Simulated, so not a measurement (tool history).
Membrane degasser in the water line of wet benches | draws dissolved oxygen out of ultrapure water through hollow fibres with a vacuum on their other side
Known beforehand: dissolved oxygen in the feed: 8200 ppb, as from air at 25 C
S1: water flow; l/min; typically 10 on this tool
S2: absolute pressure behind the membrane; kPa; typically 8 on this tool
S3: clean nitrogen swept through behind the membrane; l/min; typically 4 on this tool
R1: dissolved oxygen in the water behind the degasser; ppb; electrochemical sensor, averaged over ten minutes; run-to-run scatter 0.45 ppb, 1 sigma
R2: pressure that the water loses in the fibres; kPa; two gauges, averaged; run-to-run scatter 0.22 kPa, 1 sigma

Run 1, day 0: usual settings. Result: R1 36.2 ppb, R2 56.87 kPa.
Run 2, day 9.792: usual settings. Result: R1 36.7 ppb, R2 56.87 kPa.
Run 3, day 16.604: usual settings but S2 13.78 kPa. Result: R1 72.4 ppb, R2 56.49 kPa.
Run 4, day 27.508: usual settings but S3 11.68 l/min. Result: R1 15.5 ppb, R2 56.47 kPa.
Run 5, day 38.117: usual settings but S3 11.68 l/min. Result: R1 15.8 ppb, R2 56.9 kPa.
Run 6, day 44.421: usual settings but S3 11.68 l/min. Result: R1 15.4 ppb, R2 56.56 kPa.
Run 7, day 49.617: usual settings but S3 11.68 l/min. Result: R1 16.4 ppb, R2 57.3 kPa.
Run 8, day 59.65: usual settings. Result: R1 36.8 ppb, R2 56.83 kPa.
Run 9, day 66.004: usual settings but S2 11.64 kPa. Result: R1 59.5 ppb, R2 56.94 kPa.
Run 10, day 75: usual settings but S2 11.64 kPa. Result: R1 59.3 ppb, R2 57.52 kPa.
Run 11, day 84.642: usual settings but S2 8.63 kPa. Result: R1 42.1 ppb, R2 57.35 kPa.
Run 12, day 93.862: usual settings but S2 19.8 kPa. Result: R1 110.1 ppb, R2 57.3 kPa.
Run 13, day 102.742: usual settings. Result: R1 37.4 ppb, R2 57.92 kPa.
Run 14, day 109.862: usual settings. Result: R1 37.6 ppb, R2 57.3 kPa.
Run 15, day 120.379: usual settings. Result: R1 37.2 ppb, R2 57.61 kPa.
Run 16, day 130.092: usual settings. Result: R1 37.9 ppb, R2 57.93 kPa.
Run 17, day 136.35: usual settings. Result: R1 37.6 ppb, R2 57.66 kPa.
Run 18, day 146.758: usual settings but S1 6 l/min, S3 3.76 l/min. Result: R1 23.2 ppb, R2 34.44 kPa.
Run 19, day 153.862: usual settings but S1 13 l/min, S3 6.15 l/min. Result: R1 37.9 ppb, R2 75.61 kPa.
Run 20, day 162.692: usual settings but S2 11.09 kPa, S3 5.05 l/min. Result: R1 47.7 ppb, R2 58.32 kPa.
At day 164.642: vacuum gauge calibrated.
Run 21, day 167.908: usual settings but S1 9 l/min, S2 5 kPa, S3 5.05 l/min. Result: R1 11.7 ppb, R2 52.38 kPa.
Run 22, day 173.642: usual settings but S2 10.7 kPa, S3 2.85 l/min. Result: R1 70.1 ppb, R2 58.75 kPa.
Run 23, day 184.588: usual settings but S1 9 l/min, S2 6.38 kPa. Result: R1 22.7 ppb, R2 53.06 kPa.
Run 24, day 192.688: usual settings but S1 9 l/min, S2 6.38 kPa. Result: R1 22.5 ppb, R2 52.64 kPa.
Run 25, day 199.371: usual settings but S1 9 l/min, S2 6.38 kPa. Result: R1 22.6 ppb, R2 52.8 kPa.
Run 26, day 209.908: usual settings but S2 6.38 kPa, S3 2.94 l/min. Result: R1 33.5 ppb, R2 59.24 kPa.
Run 27, day 220.538: usual settings but S2 6.38 kPa, S3 2.94 l/min. Result: R1 33.8 ppb, R2 59.05 kPa.
Run 28, day 231.338: usual settings but S2 6.38 kPa, S3 2.94 l/min. Result: R1 33.5 ppb, R2 59.1 kPa.
Run 29, day 240.954: usual settings. Result: R1 36.6 ppb, R2 59 kPa.
Run 30, day 250.671: usual settings but S1 9 l/min, S2 9.59 kPa, S3 6.59 l/min. Result: R1 27 ppb, R2 53.28 kPa.
At day 255.221: seals of the vacuum lines changed.
Run 31, day 257.988: usual settings but S2 9.29 kPa, S3 4.67 l/min. Result: R1 38.7 ppb, R2 59.48 kPa.
Run 32, day 265.717: usual settings but S2 9.29 kPa, S3 4.67 l/min. Result: R1 40 ppb, R2 59.72 kPa.
Run 33, day 276.167: usual settings but S1 7 l/min, S2 14.54 kPa, S3 4.67 l/min. Result: R1 46.3 ppb, R2 41.66 kPa.

Measured minus without-hidden-state, run by run (identical run-to-run variation in each term; gauge scatter may differ):
Unlogged tool condition in this case: membrane still open, %; true pressure behind the membrane over the reading, kPa; air that leaks in behind the membrane, l/min; drift of the gauge itself on oxygen_ppb, %; drift of the gauge itself on loss_of_pressure_kpa, %.
run    R1     R2
  1  +2.7  +1.21
  2  +2.8  +1.31
  3    +3  +1.38
  4  +1.6  +1.48
  5  +1.8   +1.6
  6  +1.8  +1.65
  7  +1.8  +1.72
  8  +3.8  +1.82
  9  +4.1  +1.88
 10  +4.3  +1.99
 11  +4.4  +2.09
 12  +5.1   +2.2
 13  +4.6  +2.29
 14  +4.8  +2.36
 15  +4.9  +2.48
 16  +5.2  +2.58
 17  +5.2  +2.65
 18  +3.3  +1.65
 19  +6.1  +3.71
 20  +5.3  +2.94
 21  +1.5   +2.7
 22  +2.9  +3.07
 23    +2  +2.88
 24  +2.1  +2.92
 25  +2.2     +3
 26  +3.1  +3.46
 27  +3.4  +3.58
 28  +3.5  +3.68
 29  +3.7   +3.8
 30  +2.9  +3.53
 31  +3.2  +4.01
 32  +3.4   +4.1
 33  +2.3  +2.96
